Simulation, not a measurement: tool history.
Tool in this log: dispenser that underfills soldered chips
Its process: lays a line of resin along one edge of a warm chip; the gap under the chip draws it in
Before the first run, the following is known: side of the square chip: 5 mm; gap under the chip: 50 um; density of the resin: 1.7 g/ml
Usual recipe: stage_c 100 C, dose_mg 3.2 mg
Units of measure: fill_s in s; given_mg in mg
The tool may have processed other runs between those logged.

run	day	stage_c	dose_mg	fill_s	given_mg
1	0	100	3.2	42.5	3.01
# day 0.279: new syringe of resin
2	0.346	100	3.2	40.8	3.03
# day 0.675: new syringe of resin
3	0.712	100	3.2	39.4	2.99
# day 1.071: new syringe of resin
4	1.233	100	3.2	48.2	2.98
# day 1.45: new syringe of resin
5	1.467	100	3.2	38.7	2.94
6	1.733	100	3.2	56.7	2.95
# day 1.833: new syringe of resin
7	2.1	91	3.2	80.4	2.9
# day 2.217: new syringe of resin
8	2.471	100	3.2	54.4	2.91
# day 2.608: new syringe of resin
# day 2.917: stage's temperature calibrated
9	2.954	100	3.2	61.7	2.88
# day 3.012: new syringe of resin
10	3.321	100	3.16	62.3	2.85
# day 3.375: new syringe of resin
# day 3.662: dispensing valve cleaned and set on the balance
# day 3.796: new syringe of resin
11	3.867	100	3.16	42.2	3.13
# day 4.171: new syringe of resin
12	4.196	100	3.16	41.2	3.09
# day 4.546: new syringe of resin
13	4.638	100	3.77	44.8	3.7
# day 4.912: new syringe of resin
14	4.912	100	3.2	39.3	3.12
# day 5.296: new syringe of resin
15	5.379	100	2.93	44	2.82
# day 5.658: new syringe of resin
16	5.804	100	2.93	48.1	2.79
# day 6.029: new syringe of resin
17	6.217	103	3.59	44.1	3.47
# day 6.408: new syringe of resin
18	6.688	102	4.08	51	3.82
# day 6.812: new syringe of resin
19	6.917	102	4.08	40.6	3.83
# day 7.183: new syringe of resin
20	7.275	88	2.79	78	2.63
# day 7.558: new syringe of resin
21	7.767	88	2.79	91.9	2.61
# day 7.946: new syringe of resin
22	8.262	88	2.79	109.3	2.59
# day 8.312: new syringe of resin
23	8.558	85	3.24	106.7	2.99
# day 8.692: new syringe of resin
24	8.958	85	3.24	109.2	2.98
# day 9.075: new syringe of resin
25	9.229	98	4.15	51.1	3.74
# day 9.433: new syringe of resin
26	9.575	92	4.06	63.2	3.65
# day 9.808: new syringe of resin
27	9.988	89	2.86	85.1	2.53
# day 10.192: new syringe of resin
28	10.421	89	2.86	88.4	2.49
# day 10.508: dispensing valve cleaned and set on the balance
# day 10.608: new syringe of resin
29	10.721	99	3.12	46.1	3.13
# day 10.979: new syringe of resin
30	11.129	91	2.77	70.5	2.7
# day 11.338: new syringe of resin
31	11.521	94	2.98	64.3	2.91
# day 11.717: new syringe of resin
32	11.775	94	2.98	52.7	2.92

Below are 5 alternative next runs, each starting from the tool's condition after run 32. Predict each:
# day 12.125: new syringe of resin
A	12.321	100	3.37	?	?
# day 12.125: new syringe of resin
B	12.321	86	3.44	?	?
# day 12.125: new syringe of resin
C	12.321	97	3.06	?	?
# day 12.125: new syringe of resin
D	12.321	90	3.33	?	?
# day 12.125: new syringe of resin
E	12.321	96	2.97	?	?

run	fill_s	given_mg
A	50	3.25
B	91.3	3.35
C	57.7	2.93
D	78.2	3.22
E	61.6	2.87
Had the tool no hidden state, the same runs would have come out as:
run	fill_s	given_mg
A	37.9	3.35
B	69.6	3.46
C	43.9	3.03
D	59.6	3.33
E	46.7	2.96
